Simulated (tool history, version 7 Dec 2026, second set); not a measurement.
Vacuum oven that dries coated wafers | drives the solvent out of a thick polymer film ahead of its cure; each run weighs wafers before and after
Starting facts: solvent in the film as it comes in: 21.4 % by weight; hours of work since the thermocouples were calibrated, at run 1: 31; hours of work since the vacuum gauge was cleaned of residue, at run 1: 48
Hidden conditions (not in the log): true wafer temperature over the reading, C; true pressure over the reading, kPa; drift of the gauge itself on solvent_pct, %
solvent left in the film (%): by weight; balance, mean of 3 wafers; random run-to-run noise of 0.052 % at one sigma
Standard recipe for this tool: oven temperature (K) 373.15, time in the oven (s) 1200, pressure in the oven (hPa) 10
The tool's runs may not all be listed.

run   hour  oven temperature (K)  time in the oven (s)  pressure in the oven (hPa)  hours of work since the thermocouples were calibrated  hours of work since the vacuum gauge was cleaned of residue  solvent left in the film (%)
  1      0                373.15                  1200                          10                                                     31                                                           48                          1.49
  2   14.9                373.15                  1200                        20.8                                                     42                                                           59                          2.12
  3   31.8                373.15                  1200                          10                                                     54                                                           72                          1.44
  4   43.8                373.15                  1200                          10                                                     63                                                           81                          1.42
  5   61.4                373.15                  1200                          10                                                     77                                                           94                          1.45
  6   78.2                373.15                   600                          10                                                     89                                                          107                          4.22
  7   96.6                373.15                  1260                          10                                                    103                                                          120                          1.37
  8  111.6                373.15                  1260                          10                                                    114                                                          132                          1.36
  9  126.4                378.15                  1260                          10                                                    125                                                          143                          0.82
     128.9  -- vacuum gauge cleaned of residue and calibrated
 10  142.1                378.15                  1260                          10                                                    136                                                           10                          0.85
 11  158.9                373.15                  1200                          10                                                    148                                                           22                          1.46
 12  171.9                373.15                  1200                          10                                                    158                                                           32                          1.54
     176.9  -- vacuum gauge cleaned of residue and calibrated, once more
 13  181.7                373.15                  1200                          10                                                    164                                                            4                          1.46
 14    192                378.15                  1860                        35.3                                                    172                                                           11                          2.04
 15  206.5                378.15                  1860                        35.3                                                    183                                                           22                             2
 16    216                373.15                   600                          10                                                    190                                                           29                          4.31
 17  227.7                386.15                   900                          10                                                    199                                                           38                          0.56
 18    241                359.15                  1320                        19.6                                                    209                                                           48                          6.42
 19  257.3                374.15                  1320                         5.8                                                    221                                                           60                          0.88
 20  267.4                374.15                  1320                         5.8                                                    228                                                           68                          0.81
 21  279.7                373.15                  1200                        25.5                                                    238                                                           77                          2.48
 22  295.7                373.15                  1200                        24.6                                                    250                                                           89                           2.5
 23  311.3                372.15                  1320                        16.2                                                    261                                                          101                          1.85
 24  325.7                372.15                  1320                        16.2                                                    272                                                          111                          1.91
 25  333.7                373.15                  1440                         8.2                                                    278                                                          117                          0.97

Forecast each of these 3 alternatives for the next run:
  A  348.2                361.15                  1440                         8.2                                                    289                                                          128                             ?
  B  348.2                386.15                  1200                         6.8                                                    289                                                          128                             ?
  C  348.2                373.15                  1200                        28.3                                                    289                                                          128                             ?

run  solvent left in the film (%)
  A                          4.27
  B                          0.24
  C                          2.59
The same runs, with their run-to-run variation unchanged, on a tool lacking any hidden condition would have given:
run  solvent left in the film (%)
  A                          3.86
  B                           0.2
  C                          2.37
